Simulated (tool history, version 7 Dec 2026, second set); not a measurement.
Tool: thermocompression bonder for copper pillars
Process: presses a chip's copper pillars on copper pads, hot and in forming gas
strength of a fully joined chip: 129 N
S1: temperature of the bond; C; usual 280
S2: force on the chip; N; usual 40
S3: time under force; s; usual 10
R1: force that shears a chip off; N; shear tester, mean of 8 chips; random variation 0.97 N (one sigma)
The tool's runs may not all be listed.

run   hour   S1  S2  S3    R1
  1      0  280  40  10    74
  2   18.9  280  25  10  55.1
  3   34.3  280  28  10  59.1
  4   45.5  280  40  10  73.1
  5   61.6  280  40  10  73.9
  6   78.7  280  40  10  72.1
      81.1  -- force cell calibrated
  7   93.9  280  40   9    71
  8  105.8  280  40   9  70.7
  9  125.7  280  40   9  69.3
 10  141.8  280  40   9  69.9
     146.3  -- force cell calibrated, once more
 11  153.9  280  40   5  56.7
 12  170.4  298  59   6  90.2
 13  179.6  287  25   6  47.3
 14  192.2  287  25   6    48

Measured less the same run without the tool's hidden state. The same run-to-run variation is in both; the gauge's scatter may not be:
The hidden state here: true temperature of the bond over the reading, C; force that reaches the chip, % of what is set; oxide that the forming gas leaves, % of the face; drift of the gauge itself on shear_n, %.
run     R1
  1   -8.8
  2   -8.4
  3   -9.1
  4   -9.9
  5  -10.3
  6  -10.7
  7  -11.4
  8  -11.6
  9    -12
 10  -12.4
 11  -10.5
 12  -11.9
 13   -9.7
 14  -10.1
